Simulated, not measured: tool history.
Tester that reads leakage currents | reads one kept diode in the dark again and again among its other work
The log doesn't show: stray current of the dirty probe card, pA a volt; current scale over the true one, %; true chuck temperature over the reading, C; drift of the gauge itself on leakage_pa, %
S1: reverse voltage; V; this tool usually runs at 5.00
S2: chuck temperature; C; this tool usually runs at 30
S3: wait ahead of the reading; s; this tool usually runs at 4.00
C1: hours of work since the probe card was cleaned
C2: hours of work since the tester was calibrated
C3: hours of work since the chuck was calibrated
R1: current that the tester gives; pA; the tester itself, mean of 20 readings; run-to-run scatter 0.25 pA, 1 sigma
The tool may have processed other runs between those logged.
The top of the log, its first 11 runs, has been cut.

run	hour	S1	S2	S3	C1	C2	C3	R1
12	464.5	5.03	30	4.00	1013	710	156	81.41
13	525.9	5.00	30	4.00	1040	737	183	80.26
14	554.3	5.00	30	4.00	1052	749	195	80.28
15	610.7	5.00	30	4.00	1077	774	220	79.87
16	667.4	3.77	24	1.08	1102	799	245	43.31
17	700.6	3.77	24	1.08	1116	813	260	43.34
18	767.6	4.77	38	2.32	1146	843	289	142.95
19	811.3	19.73	25	0.39	1165	862	308	111.36
20	851.5	5.00	22	3.01	1183	879	326	41.69
21	911.4	3.87	21	0.37	1209	906	352	34.75
22	958.7	1.17	30	4.00	1230	926	373	39.47
23	1016.2	5.00	27	3.26	1255	952	398	60.60
24	1074.0	5.00	27	3.26	1280	977	423	60.44
25	1128.1	4.24	29	3.62	1304	1001	447	65.11
26	1159.5	2.24	25	4.00	1318	1015	461	34.85
27	1218.4	10.50	30	1.83	1344	1040	487	109.22
28	1282.0	10.88	54	0.45	1371	1068	515	645.41
29	1318.8	3.54	30	4.00	1388	1084	531	63.73
30	1365.3	5.00	26	4.00	1408	1105	551	54.73

Branching from run 30: 5 alternative next runs. What would each branch give?
A	1420.1	19.86	30	2.45	1432	1129	575	?
B	1420.1	10.94	26	4.00	1432	1129	575	?
C	1420.1	1.24	21	0.31	1432	1129	575	?
D	1420.1	10.39	30	4.47	1432	1129	575	?
E	1420.1	1.05	22	4.00	1432	1129	575	?

run	R1
A	149.54
B	81.99
C	18.89
D	106.81
E	18.51
Without the tool's unlogged condition, the same runs would have read:
run	R1
A	146.33
B	80.51
C	20.54
D	110.24
E	20.44
